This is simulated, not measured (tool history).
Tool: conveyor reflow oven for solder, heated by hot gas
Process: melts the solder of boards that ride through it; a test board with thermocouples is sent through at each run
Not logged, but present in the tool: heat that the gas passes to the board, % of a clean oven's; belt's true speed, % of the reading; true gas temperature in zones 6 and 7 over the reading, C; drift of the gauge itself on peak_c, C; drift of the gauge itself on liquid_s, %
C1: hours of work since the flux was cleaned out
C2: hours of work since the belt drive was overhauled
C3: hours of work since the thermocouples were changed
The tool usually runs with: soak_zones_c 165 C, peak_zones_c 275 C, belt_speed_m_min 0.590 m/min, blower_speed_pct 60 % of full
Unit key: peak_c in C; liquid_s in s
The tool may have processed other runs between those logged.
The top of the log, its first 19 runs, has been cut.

{"run": 20, "hour": 260.8, "soak_zones_c": 152, "peak_zones_c": 281, "belt_speed_m_min": 0.542, "blower_speed_pct": 74, "C1": 48, "C2": 328, "C3": 259, "peak_c": 258.1, "liquid_s": 55.3}
{"run": 21, "hour": 277.5, "soak_zones_c": 172, "peak_zones_c": 275, "belt_speed_m_min": 0.658, "blower_speed_pct": 74, "C1": 58, "C2": 339, "C3": 269, "peak_c": 249.3, "liquid_s": 43.4}
{"run": 22, "hour": 288.1, "soak_zones_c": 157, "peak_zones_c": 278, "belt_speed_m_min": 0.59, "blower_speed_pct": 60, "C1": 65, "C2": 345, "C3": 276, "peak_c": 247.2, "liquid_s": 42.5}
{"run": 23, "hour": 303.9, "soak_zones_c": 157, "peak_zones_c": 278, "belt_speed_m_min": 0.59, "blower_speed_pct": 60, "C1": 75, "C2": 355, "C3": 286, "peak_c": 247.2, "liquid_s": 42.3}
{"run": 24, "hour": 311.2, "soak_zones_c": 163, "peak_zones_c": 278, "belt_speed_m_min": 0.708, "blower_speed_pct": 60, "C1": 79, "C2": 360, "C3": 290, "peak_c": 238.8, "liquid_s": 28.2}
{"run": 25, "hour": 324.7, "soak_zones_c": 165, "peak_zones_c": 289, "belt_speed_m_min": 0.59, "blower_speed_pct": 60, "C1": 88, "C2": 368, "C3": 299, "peak_c": 257.8, "liquid_s": 52.5}
{"run": 26, "hour": 333.3, "soak_zones_c": 163, "peak_zones_c": 265, "belt_speed_m_min": 0.66, "blower_speed_pct": 60, "C1": 93, "C2": 374, "C3": 304, "peak_c": 233.4, "liquid_s": 25.9}
{"run": 27, "hour": 342.7, "soak_zones_c": 163, "peak_zones_c": 265, "belt_speed_m_min": 0.66, "blower_speed_pct": 60, "C1": 99, "C2": 379, "C3": 310, "peak_c": 233.0, "liquid_s": 25.4}
{"run": 28, "hour": 351.6, "soak_zones_c": 158, "peak_zones_c": 264, "belt_speed_m_min": 0.477, "blower_speed_pct": 82, "C1": 105, "C2": 385, "C3": 315, "peak_c": 250.9, "liquid_s": 60.9}
{"run": 29, "hour": 363.8, "soak_zones_c": 170, "peak_zones_c": 272, "belt_speed_m_min": 0.631, "blower_speed_pct": 56, "C1": 112, "C2": 393, "C3": 323, "peak_c": 240.2, "liquid_s": 36.1}
{"run": 30, "hour": 379.4, "soak_zones_c": 170, "peak_zones_c": 272, "belt_speed_m_min": 0.631, "blower_speed_pct": 56, "C1": 122, "C2": 402, "C3": 333, "peak_c": 240.3, "liquid_s": 36.4}

What if the next run were any one of these 5? Each begins from the tool's condition after run 30:
{"run": "A", "hour": 389.5, "soak_zones_c": 163, "peak_zones_c": 286, "belt_speed_m_min": 0.59, "blower_speed_pct": 63, "C1": 128, "C2": 409, "C3": 339, "peak_c": "?", "liquid_s": "?"}
{"run": "B", "hour": 389.5, "soak_zones_c": 170, "peak_zones_c": 282, "belt_speed_m_min": 0.631, "blower_speed_pct": 87, "C1": 128, "C2": 409, "C3": 339, "peak_c": "?", "liquid_s": "?"}
{"run": "C", "hour": 389.5, "soak_zones_c": 165, "peak_zones_c": 290, "belt_speed_m_min": 0.59, "blower_speed_pct": 71, "C1": 128, "C2": 409, "C3": 339, "peak_c": "?", "liquid_s": "?"}
{"run": "D", "hour": 389.5, "soak_zones_c": 165, "peak_zones_c": 270, "belt_speed_m_min": 0.59, "blower_speed_pct": 82, "C1": 128, "C2": 409, "C3": 339, "peak_c": "?", "liquid_s": "?"}
{"run": "E", "hour": 389.5, "soak_zones_c": 156, "peak_zones_c": 277, "belt_speed_m_min": 0.559, "blower_speed_pct": 60, "C1": 128, "C2": 409, "C3": 339, "peak_c": "?", "liquid_s": "?"}

run=A peak_c=256.7 liquid_s=51.2
run=B peak_c=260.5 liquid_s=52.8
run=C peak_c=262.9 liquid_s=56.6
run=D peak_c=250.6 liquid_s=48.5
run=E peak_c=247.4 liquid_s=46.1
Stripped of hidden state, with their random variation kept, the same runs would have yielded:
run=A peak_c=256.2 liquid_s=50.3
run=B peak_c=260.2 liquid_s=52.1
run=C peak_c=262.4 liquid_s=55.7
run=D peak_c=250.1 liquid_s=47.8
run=E peak_c=246.8 liquid_s=45.2
